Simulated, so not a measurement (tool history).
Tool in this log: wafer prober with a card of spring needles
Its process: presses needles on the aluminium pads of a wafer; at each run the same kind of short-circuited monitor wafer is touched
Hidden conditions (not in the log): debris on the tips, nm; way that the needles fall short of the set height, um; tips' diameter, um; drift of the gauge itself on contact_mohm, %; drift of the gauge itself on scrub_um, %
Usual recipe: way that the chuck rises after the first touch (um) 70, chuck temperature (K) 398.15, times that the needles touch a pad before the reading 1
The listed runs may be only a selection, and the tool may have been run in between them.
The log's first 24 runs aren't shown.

run,day,way that the chuck rises after the first touch (um),chuck temperature (K),times that the needles touch a pad before the reading,touches since the tips were cleaned,cleanings since the card got new needles,touches since the first contact's height was set,resistance of one needle with its contact and lead (mohm),way that a needle slides on the pad (um)
# day 10.342: tips cleaned on abrasive film
25,10.504,74,380.15,2,1835,42,43074,263,11.09
# day 10.700: tips cleaned on abrasive film
26,10.783,73,317.15,1,907,43,46189,254,10.94
# day 11.062: tips cleaned on abrasive film
27,11.358,73,317.15,1,3387,44,52710,276,10.85
# day 11.404: tips cleaned on abrasive film
# day 11.767: tips cleaned on abrasive film
28,11.767,73,317.15,1,0,46,57271,238,10.83
29,12.062,73,319.15,3,3360,46,60631,249,10.89
# day 12.158: tips cleaned on abrasive film
30,12.412,87,305.15,1,2877,47,64555,256,12.93
# day 12.533: tips cleaned on abrasive film
31,12.800,51,324.15,2,3066,48,68934,285,7.60
# day 12.888: tips cleaned on abrasive film
# day 13.242: tips cleaned on abrasive film
32,13.242,78,298.15,1,0,50,73839,235,11.66

Predict each of these 4 candidate next runs independently; none follows another, all start after run 32:
# day 13.592: tips cleaned on abrasive film
A,13.638,78,318.15,1,545,51,78298,?,?
# day 13.592: tips cleaned on abrasive film
B,13.638,74,298.15,2,545,51,78298,?,?
# day 13.592: tips cleaned on abrasive film
C,13.638,70,398.15,2,545,51,78298,?,?
# day 13.592: tips cleaned on abrasive film
D,13.638,60,298.15,1,545,51,78298,?,?

run,resistance of one needle with its contact and lead (mohm),way that a needle slides on the pad (um)
A,243,11.53
B,241,11.03
C,268,10.37
D,251,8.76
Without the tool's unlogged condition, the same runs would have read:
run,resistance of one needle with its contact and lead (mohm),way that a needle slides on the pad (um)
A,232,11.88
B,232,11.38
C,259,10.72
D,233,9.11
